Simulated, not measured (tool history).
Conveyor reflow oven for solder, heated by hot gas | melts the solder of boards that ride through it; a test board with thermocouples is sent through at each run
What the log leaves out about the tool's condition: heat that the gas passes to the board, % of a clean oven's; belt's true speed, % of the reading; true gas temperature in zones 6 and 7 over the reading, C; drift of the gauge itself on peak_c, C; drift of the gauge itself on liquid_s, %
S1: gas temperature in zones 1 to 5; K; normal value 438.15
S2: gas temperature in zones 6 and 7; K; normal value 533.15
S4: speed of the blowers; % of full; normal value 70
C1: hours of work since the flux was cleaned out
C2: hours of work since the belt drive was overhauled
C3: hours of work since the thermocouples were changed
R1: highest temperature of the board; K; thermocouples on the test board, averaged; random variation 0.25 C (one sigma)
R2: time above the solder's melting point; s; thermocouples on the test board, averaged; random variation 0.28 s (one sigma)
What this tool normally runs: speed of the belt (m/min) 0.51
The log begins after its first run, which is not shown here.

Run 2, hour 9.8: usual settings; C1 126; C2 548; C3 200. Result: R1 519.95 K, R2 64.3 s.
Run 3, hour 21.6: usual settings; C1 134; C2 555; C3 208. Result: R1 520.25 K, R2 63.7 s.
Run 4, hour 31.8: usual settings but S4 55 % of full; C1 140; C2 562; C3 214. Result: R1 517.75 K, R2 60.4 s.
Run 5, hour 48.8: usual settings but S4 55 % of full; C1 150; C2 572; C3 224. Result: R1 518.15 K, R2 60.5 s.
Run 6, hour 63: usual settings but S4 79 % of full; C1 159; C2 581; C3 233. Result: R1 521.45 K, R2 65.5 s.
Run 7, hour 73: usual settings but S4 79 % of full; C1 165; C2 587; C3 239. Result: R1 521.25 K, R2 64.9 s.
Run 8, hour 94.5: usual settings but S4 79 % of full; C1 179; C2 600; C3 253. Result: R1 520.05 K, R2 65 s.
Run 9, hour 115.2: usual settings; C1 191; C2 613; C3 265. Result: R1 519.35 K, R2 63.6 s.
Run 10, hour 134.2: usual settings but speed of the belt (m/min) 0.533; C1 203; C2 625; C3 277. Result: R1 517.65 K, R2 58.8 s.
Run 11, hour 147.5: usual settings; C1 211; C2 633; C3 285. Result: R1 519.55 K, R2 62.7 s.
Run 12, hour 158.4: usual settings; C1 218; C2 640; C3 292. Result: R1 519.55 K, R2 63 s.
Run 13, hour 171.5: usual settings; C1 226; C2 648; C3 300. Result: R1 519.15 K, R2 63.2 s.
Run 14, hour 194.1: usual settings but S2 526.15 K; C1 240; C2 662; C3 314. Result: R1 512.75 K, R2 55.8 s.
Run 15, hour 205.8: usual settings but S1 453.15 K; C1 247; C2 669; C3 321. Result: R1 521.45 K, R2 71.8 s.
Run 16, hour 220.6: usual settings but S1 444.15 K, S4 59 % of full; C1 256; C2 678; C3 330. Result: R1 518.15 K, R2 63.3 s.
At hour 226.2: belt drive overhauled, speed set with a stopwatch.
Run 17, hour 234.7: usual settings but S1 424.15 K, speed of the belt (m/min) 0.445, S4 88 % of full; C1 263; C2 5; C3 337. Result: R1 522.55 K, R2 73.7 s.
Run 18, hour 245.4: usual settings but S1 444.15 K, S2 527.15 K, speed of the belt (m/min) 0.445, S4 64 % of full; C1 269; C2 12; C3 343. Result: R1 517.25 K, R2 74.2 s.
Run 19, hour 264.4: usual settings but S1 444.15 K, S2 527.15 K, speed of the belt (m/min) 0.445, S4 64 % of full; C1 281; C2 24; C3 355. Result: R1 516.55 K, R2 74.6 s.
Run 20, hour 284.8: usual settings but S1 447.15 K, S2 536.15 K, S4 53 % of full; C1 293; C2 36; C3 367. Result: R1 520.35 K, R2 66.7 s.
Run 21, hour 304: usual settings but S2 548.15 K, speed of the belt (m/min) 0.414; C1 305; C2 48; C3 379. Result: R1 538.35 K, R2 97.6 s.
Run 22, hour 327.1: usual settings but S1 434.15 K, S4 59 % of full; C1 320; C2 62; C3 394. Result: R1 516.25 K, R2 57.1 s.
Run 23, hour 348: usual settings but S2 538.15 K, S4 51 % of full; C1 332; C2 75; C3 406. Result: R1 520.15 K, R2 62.5 s.
At hour 354: belt drive overhauled, speed set with a stopwatch, once more.
At hour 359: flux residue cleaned out of gas plates and filters.
Run 24, hour 367.5: usual settings but S1 434.15 K, S2 538.15 K, speed of the belt (m/min) 0.569, S4 51 % of full; C1 5; C2 5; C3 413. Result: R1 517.65 K, R2 51.3 s.
Run 25, hour 387.9: usual settings but S1 434.15 K, S2 538.15 K, speed of the belt (m/min) 0.569, S4 51 % of full; C1 18; C2 18; C3 426. Result: R1 517.55 K, R2 50.7 s.
Run 26, hour 403.9: usual settings but S1 434.15 K, S2 538.15 K, speed of the belt (m/min) 0.569, S4 51 % of full; C1 28; C2 28; C3 435. Result: R1 516.95 K, R2 50.2 s.

What does the tool deliver on the next run?
Run 27, hour 419.1: usual settings but S2 521.15 K, speed of the belt (m/min) 0.525, S4 53 % of full; C1 37; C2 37; C3 445. Result: R1 ?, R2 ?.

{"run 27": {"R1": 506.05, "R2": 43.4}}
Were there no unlogged condition in the tool, this run, its random variation unchanged, would have produced R1 507.35 K, R2 45.6 s.

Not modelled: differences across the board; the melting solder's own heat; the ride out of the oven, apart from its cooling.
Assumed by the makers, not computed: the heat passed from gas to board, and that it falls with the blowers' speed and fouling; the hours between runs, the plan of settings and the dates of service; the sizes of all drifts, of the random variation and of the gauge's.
